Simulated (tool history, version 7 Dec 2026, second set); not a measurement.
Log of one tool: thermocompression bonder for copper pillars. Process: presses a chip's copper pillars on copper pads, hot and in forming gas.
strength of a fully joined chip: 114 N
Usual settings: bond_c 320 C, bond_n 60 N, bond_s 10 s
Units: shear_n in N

run,hour,bond_c,bond_n,bond_s,shear_n
1,0,320,60,10,76.7
2,8.9,320,60,10,76.8
3,17.7,320,60,10,75.5
4,28.4,320,59,10,74.6
5,39.2,320,59,10,75.9
6,48.1,320,60,7,68.3
7,54.9,320,39,10,63.8
8,61.7,320,60,10,75.8
9,71.3,295,60,10,59
10,80.8,295,67,8,57.3
11,90.1,295,67,8,58.4
12,98.6,310,73,12,79.6
13,106.2,310,73,12,80.9
14,113.9,348,65,18,103.2
15,119.7,320,51,5,57.6

Not shown: 1 entry that the log had between the listed runs. Between which runs, and how does the tool's hidden state differ before and after?
Between runs 4 and 5: forming gas filter changed (hour 38)
  oxide that the forming gas leaves, % of the face: 0.63 -> 0.5
